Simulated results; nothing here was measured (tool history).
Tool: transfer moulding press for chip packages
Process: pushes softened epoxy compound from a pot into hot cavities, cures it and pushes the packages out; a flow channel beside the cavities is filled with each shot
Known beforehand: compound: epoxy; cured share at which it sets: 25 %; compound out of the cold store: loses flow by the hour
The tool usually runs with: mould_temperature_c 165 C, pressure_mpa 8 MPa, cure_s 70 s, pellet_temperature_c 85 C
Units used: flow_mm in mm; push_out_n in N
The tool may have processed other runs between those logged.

run	day	mould_temperature_c	pressure_mpa	cure_s	pellet_temperature_c	incoming compound's hours out of the cold store	flow_mm	push_out_n
1	0	165	8	70	85	21.3	610	842
2	0.942	165	8	70	83	20	608	763
3	2.167	165	8	70	75	37.2	578	746
4	3.575	165	8	70	75	11.4	606	817
5	4.542	165	8	70	75	13.6	604	736
6	5.454	165	8	70	79	18.5	612	574
7	6.079	165	8	70	79	15.3	605	779
8	7.279	165	8	70	79	41.6	561	707
9	8.508	165	8.76	70	79	33.4	588	711
10	9.658	165	6.27	70	85	16.5	544	651
11	10.675	165	8	70	85	23	596	814
12	11.312	165	8	70	85	38.3	578	641
13	12.179	165	8	70	85	36.8	569	528
14	13.262	165	8	89	80	41.4	564	610
15	13.954	165	8	63	80	15.4	605	909
16	15.067	157	6.24	70	85	33.8	519	1167
17	15.875	165	8	70	82	32.2	575	825
18	16.575	163	8.77	70	82	8.3	646	804
19	17.162	159	6.79	62	91	22.8	553	1639
20	17.996	159	6.79	62	91	24.5	576	1375
21	18.85	159	8.41	62	91	27.9	633	1062
22	19.775	159	8.41	62	91	9.4	659	1650
23	21.038	159	8.41	62	91	41.3	603	1562
24	22.233	162	6.35	70	88	42.3	510	954
25	23.062	162	6.73	70	91	30.3	537	801
26	23.683	162	8.2	81	91	11.7	625	733

The log once held 21 entries between its listed runs, left out of this copy. Where does each go, and what is different about the tool's unlogged condition between the listed run before it and the listed run after it?
In the gap between runs 1 and 2: cavities cleaned with cleaning compound and waxed (day 0.275)
  true mould temperature over the reading, C: -0.7 -> -0.72; pressure that reaches the compound, % of what is set: 99.08 -> 98.29; grip of the stained cavities, % over clean ones': 55.5 -> 39.3
  the result without the hidden state subtracted from the measured one, flow_mm: +0 -> -3 mm; push_out_n: +326 -> +240 N
In the gap between runs 2 and 3: cavities cleaned with cleaning compound and waxed (day 1.558)
  true mould temperature over the reading, C: -0.72 -> -0.76; pressure that reaches the compound, % of what is set: 98.29 -> 97.35; grip of the stained cavities, % over clean ones': 39.3 -> 37.7
  the result without the hidden state subtracted from the measured one, flow_mm: -3 -> -6 mm; push_out_n: +240 -> +228 N
In the gap between runs 3 and 4: cavities cleaned with cleaning compound and waxed (day 2.833)
  true mould temperature over the reading, C: -0.76 -> -0.81; pressure that reaches the compound, % of what is set: 97.35 -> 96.16; grip of the stained cavities, % over clean ones': 37.7 -> 41.7
  the result without the hidden state subtracted from the measured one, flow_mm: -6 -> -9 mm; push_out_n: +228 -> +273 N
In the gap between runs 4 and 5: cavities cleaned with cleaning compound and waxed (day 4.138)
  true mould temperature over the reading, C: -0.81 -> -0.84; pressure that reaches the compound, % of what is set: 96.16 -> 95.34; grip of the stained cavities, % over clean ones': 41.7 -> 26.7
  the result without the hidden state subtracted from the measured one, flow_mm: -9 -> -12 mm; push_out_n: +273 -> +189 N
In the gap between runs 5 and 6: cavities cleaned with cleaning compound and waxed (day 5.442)
  true mould temperature over the reading, C: -0.84 -> -0.87; pressure that reaches the compound, % of what is set: 95.34 -> 94.66; grip of the stained cavities, % over clean ones': 26.7 -> 2.8
  the result without the hidden state subtracted from the measured one, flow_mm: -12 -> -15 mm; push_out_n: +189 -> +48 N
In the gap between runs 7 and 8: cavities cleaned with cleaning compound and waxed (day 6.775)
  true mould temperature over the reading, C: -0.89 -> -0.93; pressure that reaches the compound, % of what is set: 94.05 -> 93.06; grip of the stained cavities, % over clean ones': 39.1 -> 33.2
  the result without the hidden state subtracted from the measured one, flow_mm: -16 -> -18 mm; push_out_n: +252 -> +208 N
In the gap between runs 8 and 9: cavities cleaned with cleaning compound and waxed (day 8.054)
  true mould temperature over the reading, C: -0.93 -> -0.97; pressure that reaches the compound, % of what is set: 93.06 -> 91.94; grip of the stained cavities, % over clean ones': 33.2 -> 28.5
  the result without the hidden state subtracted from the measured one, flow_mm: -18 -> -22 mm; push_out_n: +208 -> +190 N
In the gap between runs 9 and 10: plunger's sealing rings changed (day 8.708); cavities cleaned with cleaning compound and waxed (day 9.45)
  true mould temperature over the reading, C: -0.97 -> -1.01; pressure that reaches the compound, % of what is set: 91.94 -> 99.09; grip of the stained cavities, % over clean ones': 28.5 -> 16.4
  the result without the hidden state subtracted from the measured one, flow_mm: -22 -> +0 mm; push_out_n: +190 -> +128 N
In the gap between runs 10 and 11: mould's thermocouples calibrated (day 10.142)
  true mould temperature over the reading, C: -1.01 -> 0.16; pressure that reaches the compound, % of what is set: 99.09 -> 98.19; grip of the stained cavities, % over clean ones': 16.4 -> 59.7
  the result without the hidden state subtracted from the measured one, flow_mm: +0 -> -6 mm; push_out_n: +128 -> +297 N
In the gap between runs 11 and 12: cavities cleaned with cleaning compound and waxed (day 10.808)
  true mould temperature over the reading, C: 0.16 -> 0.14; pressure that reaches the compound, % of what is set: 98.19 -> 97.7; grip of the stained cavities, % over clean ones': 59.7 -> 28.9
  the result without the hidden state subtracted from the measured one, flow_mm: -6 -> -8 mm; push_out_n: +297 -> +140 N
In the gap between runs 12 and 13: cavities cleaned with cleaning compound and waxed (day 12.1)
  true mould temperature over the reading, C: 0.14 -> 0.11; pressure that reaches the compound, % of what is set: 97.7 -> 96.95; grip of the stained cavities, % over clean ones': 28.9 -> 7.1
  the result without the hidden state subtracted from the measured one, flow_mm: -8 -> -9 mm; push_out_n: +140 -> +32 N
In the gap between runs 14 and 15: cavities cleaned with cleaning compound and waxed (day 13.417)
  true mould temperature over the reading, C: 0.08 -> 0.06; pressure that reaches the compound, % of what is set: 96.03 -> 95.48; grip of the stained cavities, % over clean ones': 61.7 -> 33.5
  the result without the hidden state subtracted from the measured one, flow_mm: -12 -> -15 mm; push_out_n: +234 -> +224 N
In the gap between runs 15 and 16: cavities cleaned with cleaning compound and waxed (day 14.688)
  true mould temperature over the reading, C: 0.06 -> 0.02; pressure that reaches the compound, % of what is set: 95.48 -> 94.47; grip of the stained cavities, % over clean ones': 33.5 -> 25.2
  the result without the hidden state subtracted from the measured one, flow_mm: -15 -> -15 mm; push_out_n: +224 -> +232 N
In the gap between runs 17 and 18: cavities cleaned with cleaning compound and waxed (day 16.029)
  true mould temperature over the reading, C: -0.01 -> -0.03; pressure that reaches the compound, % of what is set: 93.73 -> 93.23; grip of the stained cavities, % over clean ones': 60.3 -> 32.1
  the result without the hidden state subtracted from the measured one, flow_mm: -19 -> -23 mm; push_out_n: +309 -> +198 N
In the gap between runs 19 and 20: cavities cleaned with cleaning compound and waxed (day 17.338); plunger's sealing rings changed (day 17.938)
  true mould temperature over the reading, C: -0.05 -> -0.08; pressure that reaches the compound, % of what is set: 92.76 -> 99.49; grip of the stained cavities, % over clean ones': 58.4 -> 37.9
  the result without the hidden state subtracted from the measured one, flow_mm: -21 -> -1 mm; push_out_n: +607 -> +385 N
In the gap between runs 20 and 21: cavities cleaned with cleaning compound and waxed (day 18.812)
  true mould temperature over the reading, C: -0.08 -> -0.1; pressure that reaches the compound, % of what is set: 99.49 -> 98.83; grip of the stained cavities, % over clean ones': 37.9 -> 3.3
  the result without the hidden state subtracted from the measured one, flow_mm: -1 -> -3 mm; push_out_n: +385 -> +42 N
In the gap between runs 22 and 23: cavities cleaned with cleaning compound and waxed (day 20.108)
  true mould temperature over the reading, C: -0.13 -> -0.17; pressure that reaches the compound, % of what is set: 98.03 -> 96.88; grip of the stained cavities, % over clean ones': 53.1 -> 54.3
  the result without the hidden state subtracted from the measured one, flow_mm: -6 -> -10 mm; push_out_n: +581 -> +563 N
In the gap between runs 23 and 24: cavities cleaned with cleaning compound and waxed (day 21.362)
  true mould temperature over the reading, C: -0.17 -> -0.22; pressure that reaches the compound, % of what is set: 96.88 -> 95.82; grip of the stained cavities, % over clean ones': 54.3 -> 48.3
  the result without the hidden state subtracted from the measured one, flow_mm: -10 -> -10 mm; push_out_n: +563 -> +319 N
In the gap between runs 24 and 25: cavities cleaned with cleaning compound and waxed (day 22.658)
  true mould temperature over the reading, C: -0.22 -> -0.24; pressure that reaches the compound, % of what is set: 95.82 -> 95.09; grip of the stained cavities, % over clean ones': 48.3 -> 24.9
  the result without the hidden state subtracted from the measured one, flow_mm: -10 -> -13 mm; push_out_n: +319 -> +169 N
